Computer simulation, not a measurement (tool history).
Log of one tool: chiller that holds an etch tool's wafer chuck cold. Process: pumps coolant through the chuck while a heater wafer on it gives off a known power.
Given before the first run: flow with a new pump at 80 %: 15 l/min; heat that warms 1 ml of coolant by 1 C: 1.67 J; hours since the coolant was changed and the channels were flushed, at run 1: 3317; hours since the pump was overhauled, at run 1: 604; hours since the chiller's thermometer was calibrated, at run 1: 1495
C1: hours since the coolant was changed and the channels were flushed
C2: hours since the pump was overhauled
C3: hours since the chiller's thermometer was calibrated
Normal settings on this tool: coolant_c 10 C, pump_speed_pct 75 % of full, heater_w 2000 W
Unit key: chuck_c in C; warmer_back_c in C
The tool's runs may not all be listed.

run 1 hour=0.0 | coolant_c=10 pump_speed_pct=75 heater_w=2000 | C1=3317 C2=604 C3=1495 | chuck_c=30.3 warmer_back_c=5.09
run 2 hour=21.6 | coolant_c=10 pump_speed_pct=75 heater_w=2000 | C1=3339 C2=626 C3=1517 | chuck_c=30.2 warmer_back_c=5.11
run 3 hour=44.6 | coolant_c=10 pump_speed_pct=75 heater_w=2000 | C1=3362 C2=649 C3=1540 | chuck_c=30.3 warmer_back_c=5.12
run 4 hour=58.0 | coolant_c=10 pump_speed_pct=75 heater_w=2000 | C1=3375 C2=662 C3=1553 | chuck_c=30.3 warmer_back_c=5.20
run 5 hour=78.5 | coolant_c=10 pump_speed_pct=75 heater_w=2000 | C1=3396 C2=683 C3=1574 | chuck_c=30.2 warmer_back_c=5.13
run 6 hour=95.3 | coolant_c=10 pump_speed_pct=75 heater_w=2000 | C1=3413 C2=700 C3=1590 | chuck_c=30.2 warmer_back_c=5.17
run 7 hour=112.3 | coolant_c=18 pump_speed_pct=75 heater_w=2000 | C1=3430 C2=717 C3=1608 | chuck_c=38.4 warmer_back_c=5.17
run 8 hour=136.8 | coolant_c=18 pump_speed_pct=75 heater_w=1209 | C1=3454 C2=741 C3=1632 | chuck_c=30.3 warmer_back_c=3.10
run 9 hour=162.4 | coolant_c=10 pump_speed_pct=75 heater_w=1587 | C1=3480 C2=767 C3=1658 | chuck_c=26.2 warmer_back_c=4.09
run 10 hour=189.1 | coolant_c=10 pump_speed_pct=75 heater_w=1016 | C1=3507 C2=793 C3=1684 | chuck_c=20.4 warmer_back_c=2.64
run 11 hour=217.7 | coolant_c=16 pump_speed_pct=75 heater_w=2000 | C1=3535 C2=822 C3=1713 | chuck_c=36.5 warmer_back_c=5.17
run 12 hour=243.9 | coolant_c=16 pump_speed_pct=75 heater_w=2000 | C1=3561 C2=848 C3=1739 | chuck_c=36.4 warmer_back_c=5.17
run 13 hour=261.3 | coolant_c=10 pump_speed_pct=75 heater_w=2000 | C1=3579 C2=866 C3=1757 | chuck_c=30.5 warmer_back_c=5.14
run 14 hour=290.0 | coolant_c=10 pump_speed_pct=75 heater_w=2000 | C1=3607 C2=894 C3=1785 | chuck_c=30.4 warmer_back_c=5.19
run 15 hour=310.9 | coolant_c=10 pump_speed_pct=61 heater_w=2000 | C1=3628 C2=915 C3=1806 | chuck_c=34.4 warmer_back_c=6.36
run 16 hour=332.9 | coolant_c=10 pump_speed_pct=75 heater_w=2967 | C1=3650 C2=937 C3=1828 | chuck_c=40.5 warmer_back_c=7.73
run 17 hour=350.2 | coolant_c=10 pump_speed_pct=75 heater_w=2552 | C1=3668 C2=955 C3=1845 | chuck_c=36.2 warmer_back_c=6.57
run 18 hour=362.6 | coolant_c=11 pump_speed_pct=67 heater_w=2811 | C1=3680 C2=967 C3=1858 | chuck_c=42.9 warmer_back_c=8.20
run 19 hour=384.3 | coolant_c=11 pump_speed_pct=67 heater_w=2811 | C1=3702 C2=989 C3=1879 | chuck_c=42.7 warmer_back_c=8.15
run 20 hour=406.7 | coolant_c=11 pump_speed_pct=63 heater_w=1770 | C1=3724 C2=1011 C3=1902 | chuck_c=32.2 warmer_back_c=5.46
run 21 hour=420.3 | coolant_c=11 pump_speed_pct=63 heater_w=1770 | C1=3738 C2=1025 C3=1916 | chuck_c=32.1 warmer_back_c=5.40
run 22 hour=440.6 | coolant_c=11 pump_speed_pct=63 heater_w=1770 | C1=3758 C2=1045 C3=1936 | chuck_c=32.4 warmer_back_c=5.45
run 23 hour=458.9 | coolant_c=19 pump_speed_pct=95 heater_w=1040 | C1=3776 C2=1063 C3=1954 | chuck_c=27.6 warmer_back_c=2.17
run 24 hour=486.6 | coolant_c=12 pump_speed_pct=80 heater_w=2000 | C1=3804 C2=1091 C3=1982 | chuck_c=31.4 warmer_back_c=4.85
run 25 hour=506.3 | coolant_c=6 pump_speed_pct=90 heater_w=2000 | C1=3824 C2=1111 C3=2001 | chuck_c=23.8 warmer_back_c=4.36
run 26 hour=523.9 | coolant_c=3 pump_speed_pct=88 heater_w=1390 | C1=3841 C2=1128 C3=2019 | chuck_c=15.7 warmer_back_c=3.08
run 27 hour=536.9 | coolant_c=3 pump_speed_pct=88 heater_w=1390 | C1=3854 C2=1141 C3=2032 | chuck_c=15.7 warmer_back_c=3.09
run 28 hour=558.2 | coolant_c=4 pump_speed_pct=75 heater_w=2000 | C1=3876 C2=1162 C3=2053 | chuck_c=24.6 warmer_back_c=5.20
run 29 hour=575.5 | coolant_c=9 pump_speed_pct=75 heater_w=2526 | C1=3893 C2=1180 C3=2071 | chuck_c=35.3 warmer_back_c=6.59
run 30 hour=593.8 | coolant_c=10 pump_speed_pct=94 heater_w=1973 | C1=3911 C2=1198 C3=2089 | chuck_c=26.7 warmer_back_c=4.06
run 31 hour=616.7 | coolant_c=11 pump_speed_pct=83 heater_w=2862 | C1=3934 C2=1221 C3=2112 | chuck_c=38.3 warmer_back_c=6.69

Measured minus without-hidden-state, run by run (identical run-to-run variation in each term; gauge scatter may differ):
Hidden conditions of the tool in this case: heat passed by the chuck's channels, % of clean ones'; flow at a given pump speed, % of a new pump's; coolant's true temperature over the reading, C; drift of the gauge itself on chuck_c, C; drift of the gauge itself on warmer_back_c, C.
run=1 chuck_c=+1.8 warmer_back_c=+0.04
run=2 chuck_c=+1.8 warmer_back_c=+0.05
run=3 chuck_c=+1.8 warmer_back_c=+0.05
run=4 chuck_c=+1.8 warmer_back_c=+0.06
run=5 chuck_c=+1.9 warmer_back_c=+0.05
run=6 chuck_c=+1.8 warmer_back_c=+0.05
run=7 chuck_c=+1.9 warmer_back_c=+0.06
run=8 chuck_c=+1.2 warmer_back_c=+0.03
run=9 chuck_c=+1.5 warmer_back_c=+0.04
run=10 chuck_c=+1.1 warmer_back_c=+0.03
run=11 chuck_c=+2.0 warmer_back_c=+0.06
run=12 chuck_c=+2.0 warmer_back_c=+0.07
run=13 chuck_c=+2.0 warmer_back_c=+0.06
run=14 chuck_c=+2.0 warmer_back_c=+0.07
run=15 chuck_c=+2.4 warmer_back_c=+0.08
run=16 chuck_c=+3.1 warmer_back_c=+0.10
run=17 chuck_c=+2.6 warmer_back_c=+0.09
run=18 chuck_c=+3.2 warmer_back_c=+0.11
run=19 chuck_c=+3.2 warmer_back_c=+0.11
run=20 chuck_c=+2.2 warmer_back_c=+0.08
run=21 chuck_c=+2.2 warmer_back_c=+0.08
run=22 chuck_c=+2.2 warmer_back_c=+0.08
run=23 chuck_c=+0.9 warmer_back_c=+0.04
run=24 chuck_c=+2.0 warmer_back_c=+0.07
run=25 chuck_c=+1.9 warmer_back_c=+0.06
run=26 chuck_c=+1.4 warmer_back_c=+0.05
run=27 chuck_c=+1.4 warmer_back_c=+0.05
run=28 chuck_c=+2.2 warmer_back_c=+0.09
run=29 chuck_c=+2.8 warmer_back_c=+0.11
run=30 chuck_c=+1.8 warmer_back_c=+0.07
run=31 chuck_c=+2.9 warmer_back_c=+0.11
